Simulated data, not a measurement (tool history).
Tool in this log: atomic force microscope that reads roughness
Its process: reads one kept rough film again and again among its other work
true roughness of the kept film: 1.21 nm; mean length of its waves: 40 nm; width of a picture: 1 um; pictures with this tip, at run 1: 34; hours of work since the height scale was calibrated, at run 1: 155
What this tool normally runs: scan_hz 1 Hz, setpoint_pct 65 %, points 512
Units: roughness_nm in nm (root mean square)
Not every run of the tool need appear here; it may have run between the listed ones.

| run | day | scan_hz | setpoint_pct | points | pictures with this tip | hours of work since the height scale was calibrated | roughness_nm |
|---|---|---|---|---|---|---|---|
| 1 | 0 | 1 | 65 | 512 | 34 | 155 | 1.118 |
| 2 | 0.3 | 1 | 65 | 512 | 41 | 159 | 1.11 |
| 3 | 0.888 | 0.66 | 65 | 512 | 54 | 167 | 1.13 |
| 4 | 1.296 | 1 | 65 | 512 | 63 | 172 | 1.118 |
| 5 | 2.029 | 2.56 | 65 | 512 | 79 | 182 | 1.043 |
| 6 | 2.388 | 2.56 | 65 | 512 | 87 | 186 | 1.034 |
| 7 | 2.988 | 1 | 65 | 512 | 101 | 194 | 1.104 |
| 8 | 3.554 | 1 | 65 | 512 | 113 | 202 | 1.101 |
| 9 | 4.112 | 1 | 65 | 844 | 126 | 209 | 1.107 |
| 10 | 4.592 | 1 | 65 | 512 | 136 | 215 | 1.094 |
| 11 | 5.025 | 1 | 65 | 512 | 146 | 221 | 1.1 |
| 12 | 5.521 | 1 | 65 | 512 | 157 | 228 | 1.097 |
| 13 | 6.238 | 1 | 65 | 512 | 173 | 237 | 1.084 |
| 14 | 6.717 | 1 | 65 | 512 | 183 | 243 | 1.081 |
| 15 | 7.217 | 1 | 65 | 512 | 194 | 250 | 1.082 |
| 16 | 7.621 | 1 | 65 | 512 | 203 | 255 | 1.08 |
| 17 | 8.112 | 1 | 88 | 512 | 214 | 262 | 0.979 |
| 18 | 8.617 | 1.1 | 65 | 512 | 225 | 268 | 1.067 |
| 19 | 8.946 | 1.1 | 65 | 512 | 233 | 273 | 1.067 |
| 20 | 9.45 | 1 | 65 | 512 | 244 | 279 | 1.06 |
| 21 | 9.929 | 1 | 65 | 512 | 255 | 286 | 1.065 |
| 22 | 10.333 | 1 | 65 | 512 | 263 | 291 | 1.08 |
| 23 | 10.779 | 0.57 | 65 | 273 | 273 | 297 | 1.082 |
| 24 | 11.404 | 2.65 | 65 | 948 | 287 | 305 | 0.992 |
|  | 11.808 | new tip fitted |
| 25 | 12.071 | 3.82 | 67 | 508 | 6 | 314 | 0.988 |
| 26 | 12.492 | 0.93 | 65 | 555 | 15 | 319 | 1.132 |
| 27 | 12.983 | 0.93 | 65 | 555 | 26 | 326 | 1.122 |
| 28 | 13.388 | 1 | 87 | 512 | 35 | 331 | 1.024 |
| 29 | 13.733 | 2.33 | 87 | 313 | 42 | 335 | 0.868 |
| 30 | 14.258 | 1 | 88 | 512 | 54 | 342 | 1.006 |
| 31 | 14.825 | 2.43 | 76 | 691 | 67 | 350 | 0.974 |
| 32 | 15.558 | 2.43 | 76 | 691 | 83 | 359 | 0.962 |
| 33 | 16.096 | 2.43 | 76 | 691 | 95 | 367 | 0.965 |
| 34 | 16.675 | 2.43 | 76 | 691 | 108 | 374 | 0.961 |
| 35 | 17.238 | 2.43 | 76 | 691 | 120 | 382 | 0.953 |
| 36 | 17.788 | 1.15 | 73 | 947 | 132 | 389 | 1.057 |
| 37 | 18.112 | 1 | 65 | 467 | 140 | 393 | 1.088 |
| 38 | 18.575 | 1 | 65 | 467 | 150 | 399 | 1.087 |
| 39 | 18.938 | 1.27 | 65 | 467 | 158 | 404 | 1.089 |
| 40 | 19.571 | 1 | 63 | 505 | 172 | 412 | 1.092 |
| 41 | 20.075 | 3.09 | 57 | 512 | 183 | 419 | 1.051 |
| 42 | 20.742 | 1.05 | 86 | 375 | 198 | 428 | 0.994 |
| 43 | 21.438 | 1.05 | 86 | 375 | 213 | 437 | 0.982 |
| 44 | 22.092 | 1.05 | 86 | 375 | 228 | 445 | 0.986 |

Some steps in roughness_nm, run to run, broken into two amounts with sign: the step expected even without the hidden condition (settings, incoming material, random variation), and the rest, left for the hidden condition together with whatever gauge scatter is not in both the measured and the hidden-condition-free result:
Hidden conditions of the tool in this case: radius of the tip, nm; height scale over the true one, %; drift of the gauge itself on roughness_nm, %.
Run 17 -> 18: scan_hz 1 -> 1.1, setpoint_pct 88 -> 65. roughness_nm +0.088 nm (root mean square): hidden state -0.007, all else +0.095.
Run 24 -> 25: scan_hz 2.65 -> 3.82, setpoint_pct 65 -> 67, points 948 -> 508, new tip fitted. roughness_nm -0.004 nm (root mean square): hidden state +0.062, all else -0.066.
Run 25 -> 26: scan_hz 3.82 -> 0.93, setpoint_pct 67 -> 65, points 508 -> 555. roughness_nm +0.144 nm (root mean square): hidden state -0.004, all else +0.148.
Run 28 -> 29: scan_hz 1 -> 2.33, points 512 -> 313. roughness_nm -0.156 nm (root mean square): hidden state +0, all else -0.156.
Run 29 -> 30: scan_hz 2.33 -> 1, setpoint_pct 87 -> 88, points 313 -> 512. roughness_nm +0.138 nm (root mean square): hidden state -0.004, all else +0.142.
Run 35 -> 36: scan_hz 2.43 -> 1.15, setpoint_pct 76 -> 73, points 691 -> 947. roughness_nm +0.104 nm (root mean square): hidden state -0.007, all else +0.111.
